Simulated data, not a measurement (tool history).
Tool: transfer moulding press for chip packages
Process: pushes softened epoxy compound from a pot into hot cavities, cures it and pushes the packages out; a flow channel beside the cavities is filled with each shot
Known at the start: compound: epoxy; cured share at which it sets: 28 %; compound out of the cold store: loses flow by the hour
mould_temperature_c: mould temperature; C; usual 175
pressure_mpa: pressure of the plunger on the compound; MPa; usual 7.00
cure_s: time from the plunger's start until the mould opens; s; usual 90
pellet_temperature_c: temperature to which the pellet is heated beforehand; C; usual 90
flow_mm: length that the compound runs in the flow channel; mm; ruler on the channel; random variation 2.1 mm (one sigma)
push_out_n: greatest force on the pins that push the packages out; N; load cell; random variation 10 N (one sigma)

| run | hour | mould_temperature_c | pressure_mpa | cure_s | pellet_temperature_c | incoming compound's hours out of the cold store | flow_mm | push_out_n |
|---|---|---|---|---|---|---|---|---|
| 1 | 0.0 | 175 | 7.00 | 90 | 90 | 46.7 | 520 | 468 |
| 2 | 21.1 | 175 | 7.00 | 90 | 90 | 45.9 | 520 | 547 |
|  | 32.0 | cavities cleaned with cleaning compound and waxed |
| 3 | 36.1 | 175 | 7.00 | 90 | 90 | 40.2 | 535 | 676 |
| 4 | 49.1 | 175 | 7.00 | 112 | 90 | 17.7 | 587 | 521 |
|  | 69.0 | cavities cleaned with cleaning compound and waxed |
| 5 | 70.0 | 175 | 7.00 | 112 | 90 | 20.4 | 580 | 353 |
| 6 | 86.5 | 175 | 6.95 | 90 | 90 | 38.5 | 531 | 524 |
|  | 97.1 | plunger's sealing rings changed |
| 7 | 103.7 | 175 | 7.03 | 90 | 90 | 46.5 | 548 | 593 |
|  | 107.0 | cavities cleaned with cleaning compound and waxed |
| 8 | 125.8 | 175 | 7.00 | 89 | 90 | 33.7 | 572 | 553 |
|  | 144.3 | cavities cleaned with cleaning compound and waxed, once more |
| 9 | 147.9 | 169 | 7.00 | 90 | 90 | 36.5 | 576 | 734 |
| 10 | 170.8 | 169 | 7.00 | 90 | 98 | 46.9 | 545 | 807 |
|  | 181.2 | cavities cleaned with cleaning compound and waxed |
| 11 | 186.1 | 169 | 7.00 | 90 | 98 | 40.4 | 562 | 749 |
| 12 | 198.0 | 169 | 7.00 | 90 | 98 | 22.5 | 606 | 858 |
| 13 | 210.4 | 169 | 7.00 | 90 | 98 | 19.7 | 618 | 934 |
|  | 216.7 | cavities cleaned with cleaning compound and waxed |
| 14 | 226.8 | 169 | 7.00 | 90 | 98 | 32.2 | 578 | 755 |
| 15 | 246.2 | 175 | 5.62 | 74 | 90 | 21.1 | 532 | 1076 |
|  | 253.6 | cavities cleaned with cleaning compound and waxed |
| 16 | 266.8 | 175 | 6.98 | 90 | 90 | 27.7 | 572 | 570 |
| 17 | 285.0 | 170 | 6.98 | 83 | 90 | 11.3 | 629 | 1173 |
|  | 288.9 | cavities cleaned with cleaning compound and waxed |
| 18 | 300.0 | 175 | 6.98 | 78 | 96 | 24.6 | 578 | 745 |
|  | 325.2 | cavities cleaned with cleaning compound and waxed |
| 19 | 327.3 | 179 | 5.23 | 90 | 93 | 19.1 | 503 | 396 |
| 20 | 345.0 | 169 | 5.23 | 90 | 93 | 17.4 | 522 | 936 |
| 21 | 357.2 | 169 | 5.85 | 98 | 93 | 27.3 | 526 | 800 |
|  | 360.7 | cavities cleaned with cleaning compound and waxed |
| 22 | 376.8 | 174 | 6.02 | 83 | 93 | 43.2 | 487 | 702 |
| 23 | 387.5 | 174 | 6.02 | 83 | 93 | 43.6 | 484 | 732 |
|  | 396.8 | cavities cleaned with cleaning compound and waxed |
|  | 401.7 | plunger's sealing rings changed |
| 24 | 410.0 | 172 | 6.16 | 127 | 82 | 44.6 | 521 | 372 |
|  | 435.0 | cavities cleaned with cleaning compound and waxed |
| 25 | 436.8 | 172 | 6.16 | 127 | 82 | 33.6 | 547 | 340 |
| 26 | 451.2 | 172 | 6.35 | 127 | 82 | 40.7 | 534 | 387 |
| 27 | 467.4 | 169 | 6.64 | 73 | 85 | 28.4 | 580 | 1501 |

Measured less the same run without the tool's hidden state. The same run-to-run variation is in both; the gauge's scatter may not be:
The hidden state here: true mould temperature over the reading, C; pressure that reaches the compound, % of what is set; grip of the stained cavities, % over clean ones'; drift of the gauge itself on flow_mm, %; drift of the gauge itself on push_out_n, %.
| run | flow_mm | push_out_n |
|---|---|---|
| 1 | -24 | +45 |
| 2 | -25 | +135 |
| 3 | -28 | +254 |
| 4 | -33 | +199 |
| 5 | -34 | +17 |
| 6 | -34 | +109 |
| 7 | +1 | +169 |
| 8 | -2 | +136 |
| 9 | -4 | +89 |
| 10 | -6 | +219 |
| 11 | -9 | +102 |
| 12 | -11 | +199 |
| 13 | -12 | +272 |
| 14 | -14 | +132 |
| 15 | -15 | +302 |
| 16 | -18 | +115 |
| 17 | -22 | +354 |
| 18 | -22 | +141 |
| 19 | -22 | +34 |
| 20 | -25 | +239 |
| 21 | -27 | +251 |
| 22 | -27 | +156 |
| 23 | -28 | +207 |
| 24 | +0 | +62 |
| 25 | -2 | +21 |
| 26 | -4 | +72 |
| 27 | -6 | +442 |
